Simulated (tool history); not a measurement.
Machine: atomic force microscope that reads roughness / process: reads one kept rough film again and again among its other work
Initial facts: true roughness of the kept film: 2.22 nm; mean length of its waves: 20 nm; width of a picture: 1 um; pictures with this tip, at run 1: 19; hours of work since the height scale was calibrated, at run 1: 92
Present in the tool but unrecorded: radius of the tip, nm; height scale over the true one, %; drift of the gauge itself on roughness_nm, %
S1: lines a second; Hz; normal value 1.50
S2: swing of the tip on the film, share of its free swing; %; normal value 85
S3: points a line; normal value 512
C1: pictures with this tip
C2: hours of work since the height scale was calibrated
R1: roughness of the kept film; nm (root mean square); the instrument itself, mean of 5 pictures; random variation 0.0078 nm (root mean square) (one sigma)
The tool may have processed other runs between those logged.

{"run": 1, "hour": 0.0, "S1": 1.5, "S2": 85, "S3": 512, "C1": 19, "C2": 92, "R1": 1.583}
{"run": 2, "hour": 11.1, "S1": 1.5, "S2": 85, "S3": 512, "C1": 45, "C2": 99, "R1": 1.508}
{"run": 3, "hour": 18.8, "S1": 1.5, "S2": 85, "S3": 750, "C1": 63, "C2": 104, "R1": 1.478}
{"run": 4, "hour": 26.3, "S1": 1.5, "S2": 85, "S3": 677, "C1": 80, "C2": 109, "R1": 1.447}
{"run": 5, "hour": 36.6, "S1": 1.5, "S2": 85, "S3": 677, "C1": 104, "C2": 116, "R1": 1.373}
{"run": 6, "hour": 44.2, "S1": 0.71, "S2": 85, "S3": 677, "C1": 122, "C2": 121, "R1": 1.465}
{"run": 7, "hour": 54.4, "S1": 1.5, "S2": 83, "S3": 512, "C1": 146, "C2": 128, "R1": 1.299}
{"hour": 59.2, "done": "new tip fitted"}
{"run": 8, "hour": 61.1, "S1": 0.56, "S2": 85, "S3": 512, "C1": 4, "C2": 132, "R1": 1.831}
{"run": 9, "hour": 66.6, "S1": 0.56, "S2": 85, "S3": 512, "C1": 17, "C2": 136, "R1": 1.774}
{"run": 10, "hour": 74.2, "S1": 0.56, "S2": 85, "S3": 512, "C1": 34, "C2": 141, "R1": 1.732}
{"run": 11, "hour": 85.9, "S1": 1.5, "S2": 85, "S3": 566, "C1": 61, "C2": 149, "R1": 1.477}
{"run": 12, "hour": 91.7, "S1": 1.5, "S2": 85, "S3": 512, "C1": 75, "C2": 153, "R1": 1.456}
{"run": 13, "hour": 98.6, "S1": 1.5, "S2": 85, "S3": 512, "C1": 91, "C2": 158, "R1": 1.405}
{"run": 14, "hour": 104.9, "S1": 1.5, "S2": 85, "S3": 512, "C1": 106, "C2": 162, "R1": 1.38}
{"run": 15, "hour": 116.9, "S1": 1.5, "S2": 70, "S3": 512, "C1": 133, "C2": 170, "R1": 1.451}
{"hour": 127.1, "done": "new tip fitted"}
{"run": 16, "hour": 130.6, "S1": 1.5, "S2": 85, "S3": 336, "C1": 8, "C2": 179, "R1": 1.625}
{"run": 17, "hour": 142.3, "S1": 1.5, "S2": 85, "S3": 512, "C1": 35, "C2": 186, "R1": 1.573}
{"run": 18, "hour": 155.4, "S1": 1.5, "S2": 78, "S3": 512, "C1": 66, "C2": 195, "R1": 1.552}
{"run": 19, "hour": 165.1, "S1": 1.5, "S2": 85, "S3": 512, "C1": 88, "C2": 202, "R1": 1.424}
{"run": 20, "hour": 174.6, "S1": 2.92, "S2": 85, "S3": 512, "C1": 110, "C2": 208, "R1": 1.2}
{"run": 21, "hour": 186.4, "S1": 1.5, "S2": 73, "S3": 512, "C1": 138, "C2": 216, "R1": 1.416}
{"run": 22, "hour": 193.1, "S1": 0.88, "S2": 85, "S3": 512, "C1": 153, "C2": 221, "R1": 1.354}
{"hour": 195.5, "done": "new tip fitted"}
{"run": 23, "hour": 202.9, "S1": 0.88, "S2": 85, "S3": 512, "C1": 17, "C2": 227, "R1": 1.724}
{"run": 24, "hour": 208.3, "S1": 2.82, "S2": 88, "S3": 768, "C1": 29, "C2": 231, "R1": 1.341}
{"run": 25, "hour": 219.1, "S1": 2.82, "S2": 88, "S3": 768, "C1": 54, "C2": 238, "R1": 1.263}
{"run": 26, "hour": 226.8, "S1": 0.86, "S2": 61, "S3": 484, "C1": 72, "C2": 243, "R1": 1.683}
{"run": 27, "hour": 232.6, "S1": 2.4, "S2": 89, "S3": 338, "C1": 86, "C2": 247, "R1": 1.228}
{"run": 28, "hour": 242.0, "S1": 0.69, "S2": 72, "S3": 959, "C1": 108, "C2": 253, "R1": 1.574}
{"run": 29, "hour": 250.5, "S1": 0.69, "S2": 72, "S3": 959, "C1": 127, "C2": 259, "R1": 1.522}
{"run": 30, "hour": 261.0, "S1": 1.5, "S2": 87, "S3": 800, "C1": 152, "C2": 266, "R1": 1.27}
{"hour": 263.6, "done": "new tip fitted"}
{"run": 31, "hour": 271.8, "S1": 1.5, "S2": 87, "S3": 800, "C1": 19, "C2": 273, "R1": 1.586}
{"run": 32, "hour": 277.4, "S1": 1.5, "S2": 87, "S3": 800, "C1": 32, "C2": 277, "R1": 1.534}
{"run": 33, "hour": 289.9, "S1": 0.74, "S2": 87, "S3": 384, "C1": 61, "C2": 285, "R1": 1.587}
{"run": 34, "hour": 301.4, "S1": 0.6, "S2": 58, "S3": 985, "C1": 87, "C2": 293, "R1": 1.668}
{"run": 35, "hour": 309.5, "S1": 0.71, "S2": 58, "S3": 793, "C1": 106, "C2": 298, "R1": 1.617}
{"run": 36, "hour": 322.1, "S1": 1.88, "S2": 56, "S3": 307, "C1": 135, "C2": 307, "R1": 1.475}
{"hour": 331.3, "done": "new tip fitted"}
{"run": 37, "hour": 334.1, "S1": 1.88, "S2": 56, "S3": 307, "C1": 6, "C2": 314, "R1": 1.843}
{"run": 38, "hour": 343.0, "S1": 1.88, "S2": 56, "S3": 307, "C1": 27, "C2": 320, "R1": 1.772}
{"run": 39, "hour": 350.1, "S1": 1.88, "S2": 56, "S3": 307, "C1": 43, "C2": 325, "R1": 1.723}
{"run": 40, "hour": 361.0, "S1": 0.67, "S2": 59, "S3": 615, "C1": 69, "C2": 332, "R1": 1.724}
{"run": 41, "hour": 366.4, "S1": 0.67, "S2": 59, "S3": 615, "C1": 81, "C2": 336, "R1": 1.678}
{"run": 42, "hour": 372.0, "S1": 2.96, "S2": 81, "S3": 536, "C1": 94, "C2": 340, "R1": 1.273}
{"run": 43, "hour": 378.7, "S1": 1.5, "S2": 58, "S3": 460, "C1": 110, "C2": 344, "R1": 1.563}
{"run": 44, "hour": 389.2, "S1": 1.5, "S2": 58, "S3": 460, "C1": 134, "C2": 351, "R1": 1.503}

Predict each of these 4 candidate next runs independently; none follows another, all start after run 44:
{"hour": 399.3, "done": "new tip fitted"}
{"run": "A", "hour": 400.2, "S1": 1.5, "S2": 85, "S3": 994, "C1": 2, "C2": 358, "R1": "?"}
{"hour": 399.3, "done": "new tip fitted"}
{"run": "B", "hour": 400.2, "S1": 0.82, "S2": 58, "S3": 858, "C1": 2, "C2": 358, "R1": "?"}
{"hour": 399.3, "done": "new tip fitted"}
{"run": "C", "hour": 400.2, "S1": 1.5, "S2": 58, "S3": 451, "C1": 2, "C2": 358, "R1": "?"}
{"hour": 399.3, "done": "new tip fitted"}
{"run": "D", "hour": 400.2, "S1": 1.08, "S2": 72, "S3": 512, "C1": 2, "C2": 358, "R1": "?"}

run=A R1=1.681
run=B R1=1.948
run=C R1=1.894
run=D R1=1.847
Stripped of hidden state, with their random variation kept, the same runs would have yielded:
run=A R1=1.683
run=B R1=1.949
run=C R1=1.896
run=D R1=1.849
